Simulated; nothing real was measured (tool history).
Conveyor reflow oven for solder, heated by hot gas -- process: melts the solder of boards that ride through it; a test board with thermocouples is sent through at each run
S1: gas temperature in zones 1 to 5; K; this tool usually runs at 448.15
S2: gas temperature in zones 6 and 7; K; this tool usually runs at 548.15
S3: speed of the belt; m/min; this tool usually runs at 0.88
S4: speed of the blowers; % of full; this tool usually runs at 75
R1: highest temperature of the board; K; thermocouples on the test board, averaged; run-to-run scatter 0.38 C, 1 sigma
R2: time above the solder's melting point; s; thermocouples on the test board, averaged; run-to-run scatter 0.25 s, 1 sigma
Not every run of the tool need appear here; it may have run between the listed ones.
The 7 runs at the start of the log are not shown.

At hour 299.9: flux residue cleaned out of gas plates and filters.
Run 8, hour 335.9: usual settings but S4 86 % of full. Result: R1 529.95 K, R2 42.9 s.
Run 9, hour 400.1: usual settings but S4 86 % of full. Result: R1 529.65 K, R2 42.4 s.
Run 10, hour 448.1: usual settings but S2 544.15 K. Result: R1 524.15 K, R2 39.7 s.
Run 11, hour 512.1: usual settings but S2 552.15 K. Result: R1 531.15 K, R2 43.3 s.
Run 12, hour 566.8: usual settings but S4 61 % of full. Result: R1 524.05 K, R2 38.6 s.
Run 13, hour 626.3: usual settings but S4 61 % of full. Result: R1 523.55 K, R2 38.7 s.
Run 14, hour 693.2: usual settings but S4 61 % of full. Result: R1 524.15 K, R2 38.3 s.
At hour 726.6: thermocouples of zones 6 and 7 changed.
Run 15, hour 727.3: usual settings but S4 61 % of full. Result: R1 523.65 K, R2 38.7 s.
Run 16, hour 757.8: usual settings but S4 61 % of full. Result: R1 524.25 K, R2 39 s.
At hour 774.6: belt drive overhauled, speed set with a stopwatch.
Run 17, hour 812: usual settings but S4 61 % of full. Result: R1 523.35 K, R2 38.6 s.
At hour 846.5: flux residue cleaned out of gas plates and filters.
Run 18, hour 872: usual settings but S2 545.15 K, S3 0.779 m/min, S4 61 % of full. Result: R1 526.45 K, R2 46.1 s.
Run 19, hour 938.2: usual settings but S2 545.15 K, S3 0.862 m/min, S4 60 % of full. Result: R1 522.25 K, R2 38.4 s.
Run 20, hour 970.4: usual settings but S2 545.15 K, S3 0.862 m/min, S4 60 % of full. Result: R1 521.35 K, R2 38.7 s.
Run 21, hour 1009.4: usual settings but S3 0.743 m/min. Result: R1 533.85 K, R2 53.3 s.
Run 22, hour 1060.7: usual settings but S1 436.15 K, S4 64 % of full. Result: R1 522.45 K, R2 35.2 s.
Run 23, hour 1116.7: usual settings but S1 453.15 K, S2 539.15 K. Result: R1 521.35 K, R2 39.9 s.
Run 24, hour 1180.5: usual settings but S1 453.15 K, S2 539.15 K. Result: R1 521.15 K, R2 39.8 s.
Run 25, hour 1240.4: usual settings but S1 444.15 K, S2 545.15 K, S3 0.93 m/min. Result: R1 522.15 K, R2 35.1 s.
Run 26, hour 1302.4: usual settings but S1 459.15 K, S4 61 % of full. Result: R1 526.95 K, R2 43 s.
Run 27, hour 1343.8: usual settings but S1 459.15 K, S4 61 % of full. Result: R1 526.05 K, R2 42.9 s.
Run 28, hour 1379.7: usual settings but S1 459.15 K, S4 61 % of full. Result: R1 525.95 K, R2 43.7 s.
At hour 1390.5: flux residue cleaned out of gas plates and filters.
Run 29, hour 1450: usual settings but S1 447.15 K, S4 61 % of full. Result: R1 523.25 K, R2 39 s.
Run 30, hour 1514.7: usual settings but S2 541.15 K, S3 0.909 m/min. Result: R1 520.55 K, R2 36.5 s.
Run 31, hour 1574.5: usual settings but S2 541.15 K, S3 0.909 m/min. Result: R1 521.25 K, R2 36.4 s.

Branching from run 31: 3 alternative next runs. What would each branch give?
Run A, hour 1617: usual settings but S2 551.15 K, S3 0.909 m/min, S4 61 % of full. Result: R1 ?, R2 ?.
Run B, hour 1617: usual settings. Result: R1 ?, R2 ?.
Run C, hour 1617: usual settings but S2 546.15 K, S3 0.909 m/min, S4 66 % of full. Result: R1 ?, R2 ?.

run      R1    R2
  A  525.25  38.3
  B  528.25  41.2
  C  522.35  36.9
Without the tool's hidden state the same runs would have given:
run      R1    R2
  A  525.25  38.3
  B  528.25  41.2
  C  522.45  36.9
